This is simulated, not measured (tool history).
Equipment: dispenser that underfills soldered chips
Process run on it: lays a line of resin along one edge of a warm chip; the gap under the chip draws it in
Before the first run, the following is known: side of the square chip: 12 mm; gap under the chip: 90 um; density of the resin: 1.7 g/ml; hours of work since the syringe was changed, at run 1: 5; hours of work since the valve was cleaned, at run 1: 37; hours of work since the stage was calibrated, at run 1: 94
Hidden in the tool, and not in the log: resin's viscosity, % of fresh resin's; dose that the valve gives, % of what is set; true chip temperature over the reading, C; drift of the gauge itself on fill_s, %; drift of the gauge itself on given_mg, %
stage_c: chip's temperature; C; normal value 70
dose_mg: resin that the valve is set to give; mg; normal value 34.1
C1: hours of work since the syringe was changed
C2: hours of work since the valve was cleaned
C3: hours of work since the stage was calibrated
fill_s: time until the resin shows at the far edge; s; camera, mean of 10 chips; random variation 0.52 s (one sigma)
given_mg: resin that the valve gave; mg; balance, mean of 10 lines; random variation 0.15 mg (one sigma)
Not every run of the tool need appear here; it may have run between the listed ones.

Run 1, hour 0.0: usual settings; C1 5; C2 37; C3 94. Result: fill_s 62.0 s, given_mg 33.12 mg.
Run 2, hour 5.0: usual settings; C1 9; C2 40; C3 98. Result: fill_s 77.0 s, given_mg 33.05 mg.
At hour 6.1: new syringe of resin.
Run 3, hour 10.3: usual settings; C1 3; C2 44; C3 101. Result: fill_s 54.0 s, given_mg 33.34 mg.
Run 4, hour 13.6: usual settings; C1 6; C2 46; C3 104. Result: fill_s 64.2 s, given_mg 33.19 mg.
At hour 18.9: new syringe of resin.
Run 5, hour 19.0: usual settings but dose_mg 29.8 mg; C1 0; C2 50; C3 108. Result: fill_s 45.5 s, given_mg 28.97 mg.
Run 6, hour 22.9: usual settings but dose_mg 29.8 mg; C1 3; C2 53; C3 111. Result: fill_s 54.1 s, given_mg 28.95 mg.
Run 7, hour 26.1: usual settings but dose_mg 29.8 mg; C1 5; C2 55; C3 113. Result: fill_s 63.0 s, given_mg 28.80 mg.
Run 8, hour 30.7: usual settings but dose_mg 30.2 mg; C1 9; C2 59; C3 116. Result: fill_s 82.7 s, given_mg 29.05 mg.
At hour 31.6: new syringe of resin.
Run 9, hour 35.4: usual settings but dose_mg 30.2 mg; C1 3; C2 62; C3 120. Result: fill_s 56.6 s, given_mg 29.29 mg.
Run 10, hour 40.8: usual settings; C1 7; C2 66; C3 124. Result: fill_s 70.9 s, given_mg 32.68 mg.
At hour 44.2: new syringe of resin.
Run 11, hour 44.2: usual settings; C1 0; C2 69; C3 126. Result: fill_s 45.4 s, given_mg 32.70 mg.
Run 12, hour 47.5: usual settings; C1 2; C2 71; C3 128. Result: fill_s 50.8 s, given_mg 32.85 mg.
Run 13, hour 52.1: usual settings; C1 6; C2 74; C3 132. Result: fill_s 65.0 s, given_mg 32.55 mg.
Run 14, hour 56.0: usual settings; C1 9; C2 77; C3 135. Result: fill_s 80.3 s, given_mg 32.80 mg.
At hour 57.0: new syringe of resin.
Run 15, hour 61.2: usual settings but stage_c 67 C; C1 3; C2 81; C3 138. Result: fill_s 64.1 s, given_mg 32.63 mg.
Run 16, hour 64.6: usual settings but stage_c 67 C; C1 6; C2 84; C3 141. Result: fill_s 76.5 s, given_mg 32.67 mg.
Run 17, hour 67.8: usual settings but stage_c 67 C, dose_mg 32.0 mg; C1 8; C2 86; C3 143. Result: fill_s 91.4 s, given_mg 30.38 mg.
At hour 69.6: new syringe of resin.
Run 18, hour 72.9: usual settings but stage_c 67 C, dose_mg 32.0 mg; C1 2; C2 89; C3 147. Result: fill_s 63.5 s, given_mg 30.51 mg.
Run 19, hour 75.3: usual settings but stage_c 76 C, dose_mg 40.0 mg; C1 4; C2 91; C3 149. Result: fill_s 44.5 s, given_mg 37.90 mg.
Run 20, hour 79.9: usual settings but stage_c 76 C, dose_mg 40.0 mg; C1 8; C2 95; C3 152. Result: fill_s 53.7 s, given_mg 38.23 mg.
At hour 82.2: new syringe of resin.
Run 21, hour 84.9: usual settings but stage_c 76 C, dose_mg 40.0 mg; C1 2; C2 98; C3 156. Result: fill_s 38.3 s, given_mg 37.72 mg.
Run 22, hour 87.1: usual settings but stage_c 67 C, dose_mg 31.1 mg; C1 4; C2 100; C3 157. Result: fill_s 67.7 s, given_mg 29.52 mg.
Run 23, hour 91.1: usual settings but stage_c 67 C, dose_mg 31.1 mg; C1 7; C2 103; C3 160. Result: fill_s 83.2 s, given_mg 29.41 mg.
At hour 94.7: new syringe of resin.
Run 24, hour 95.1: usual settings but stage_c 82 C, dose_mg 30.3 mg; C1 0; C2 106; C3 163. Result: fill_s 27.0 s, given_mg 28.63 mg.
Run 25, hour 99.3: usual settings but stage_c 82 C, dose_mg 30.3 mg; C1 3; C2 109; C3 166. Result: fill_s 32.8 s, given_mg 28.73 mg.
Run 26, hour 102.1: usual settings but stage_c 82 C, dose_mg 30.3 mg; C1 6; C2 111; C3 168. Result: fill_s 37.0 s, given_mg 28.45 mg.
At hour 107.2: new syringe of resin.
Run 27, hour 107.2: usual settings but stage_c 59 C, dose_mg 44.2 mg; C1 0; C2 114; C3 172. Result: fill_s 78.8 s, given_mg 41.51 mg.
Run 28, hour 112.3: usual settings but stage_c 81 C, dose_mg 29.9 mg; C1 4; C2 118; C3 176. Result: fill_s 36.4 s, given_mg 27.91 mg.
Run 29, hour 117.7: usual settings but stage_c 81 C, dose_mg 29.9 mg; C1 8; C2 122; C3 180. Result: fill_s 48.3 s, given_mg 27.89 mg.
At hour 119.9: new syringe of resin.
Run 30, hour 121.4: usual settings but dose_mg 33.0 mg; C1 1; C2 125; C3 182. Result: fill_s 49.9 s, given_mg 30.78 mg.
Run 31, hour 126.5: usual settings but stage_c 66 C, dose_mg 31.9 mg; C1 5; C2 128; C3 186. Result: fill_s 80.0 s, given_mg 29.71 mg.
At hour 129.8: dispensing valve cleaned and set on the balance.
Run 32, hour 130.6: usual settings but stage_c 66 C, dose_mg 31.9 mg; C1 7; C2 1; C3 188. Result: fill_s 92.1 s, given_mg 31.83 mg.
At hour 133.4: new syringe of resin.
Run 33, hour 134.0: usual settings but stage_c 83 C, dose_mg 31.9 mg; C1 0; C2 3; C3 190. Result: fill_s 25.3 s, given_mg 31.88 mg.
Run 34, hour 138.6: usual settings but stage_c 83 C, dose_mg 31.9 mg; C1 4; C2 6; C3 194. Result: fill_s 31.9 s, given_mg 31.46 mg.
Run 35, hour 141.4: usual settings but stage_c 83 C, dose_mg 31.9 mg; C1 6; C2 8; C3 196. Result: fill_s 37.4 s, given_mg 31.39 mg.

Alternative continuations, all from the tool just after run 35; predict every row:
Run A, hour 145.0: usual settings but stage_c 79 C; C1 9; C2 11; C3 199. Result: fill_s ?, given_mg ?.
Run B, hour 145.0: usual settings but stage_c 56 C; C1 9; C2 11; C3 199. Result: fill_s ?, given_mg ?.
Run C, hour 145.0: usual settings but stage_c 62 C, dose_mg 41.0 mg; C1 9; C2 11; C3 199. Result: fill_s ?, given_mg ?.
Run D, hour 145.0: usual settings but stage_c 75 C, dose_mg 42.7 mg; C1 9; C2 11; C3 199. Result: fill_s ?, given_mg ?.
Run E, hour 145.0: usual settings but stage_c 80 C, dose_mg 37.7 mg; C1 9; C2 11; C3 199. Result: fill_s ?, given_mg ?.

run  fill_s  given_mg
  A    52.3     33.92
  B   167.0     33.55
  C   118.8     40.84
  D    61.4     42.47
  E    49.2     37.58
Take away the tool's hidden state, keep each run's random variation, and the runs would have read:
run  fill_s  given_mg
  A    28.0     34.21
  B    88.2     33.83
  C    62.8     41.19
  D    32.6     42.83
  E    26.2     37.90

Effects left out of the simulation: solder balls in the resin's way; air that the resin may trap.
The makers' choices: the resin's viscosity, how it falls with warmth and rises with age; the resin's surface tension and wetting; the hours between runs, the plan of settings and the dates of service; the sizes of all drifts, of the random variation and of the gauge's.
